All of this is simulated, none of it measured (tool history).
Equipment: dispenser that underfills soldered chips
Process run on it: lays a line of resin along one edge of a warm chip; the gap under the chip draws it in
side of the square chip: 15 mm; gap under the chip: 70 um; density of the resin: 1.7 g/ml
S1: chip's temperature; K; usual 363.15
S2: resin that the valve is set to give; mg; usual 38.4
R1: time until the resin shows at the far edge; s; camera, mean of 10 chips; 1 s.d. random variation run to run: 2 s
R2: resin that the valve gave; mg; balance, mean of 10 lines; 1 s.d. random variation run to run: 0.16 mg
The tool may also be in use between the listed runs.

{"run": 1, "hour": 0.0, "S1": 363.15, "S2": 38.4, "R1": 208.6, "R2": 34.36}
{"hour": 10.5, "done": "dispensing valve cleaned and set on the balance"}
{"run": 2, "hour": 11.6, "S1": 363.15, "S2": 40, "R1": 280, "R2": 40.03}
{"hour": 16.0, "done": "new syringe of resin"}
{"run": 3, "hour": 21.0, "S1": 371.15, "S2": 38.4, "R1": 165.3, "R2": 37.92}
{"hour": 32.7, "done": "new syringe of resin"}
{"run": 4, "hour": 34.3, "S1": 360.15, "S2": 38.4, "R1": 233.3, "R2": 37.71}
{"run": 5, "hour": 43.9, "S1": 363.15, "S2": 38.4, "R1": 269.5, "R2": 37.78}
{"hour": 49.5, "done": "new syringe of resin"}
{"run": 6, "hour": 53.6, "S1": 363.15, "S2": 38.4, "R1": 217.4, "R2": 37.34}
{"hour": 66.9, "done": "new syringe of resin"}
{"run": 7, "hour": 71.3, "S1": 363.15, "S2": 38.4, "R1": 225.1, "R2": 36.58}
{"run": 8, "hour": 78.4, "S1": 363.15, "S2": 38.4, "R1": 277.2, "R2": 36.85}
{"hour": 83.3, "done": "new syringe of resin"}
{"run": 9, "hour": 92.9, "S1": 363.15, "S2": 42.8, "R1": 259.9, "R2": 40.21}

Estimate the outcome of run 10 from the log above:
{"hour": 99.4, "done": "new syringe of resin"}
{"run": 10, "hour": 108.4, "S1": 363.15, "S2": 42.8, "R1": "?", "R2": "?"}

Run 10 produced R1 245 s, R2 40.07 mg.
On a tool with no hidden condition, and with the same random variation, this run would have come out at R1 195.7 s, R2 42.67 mg.
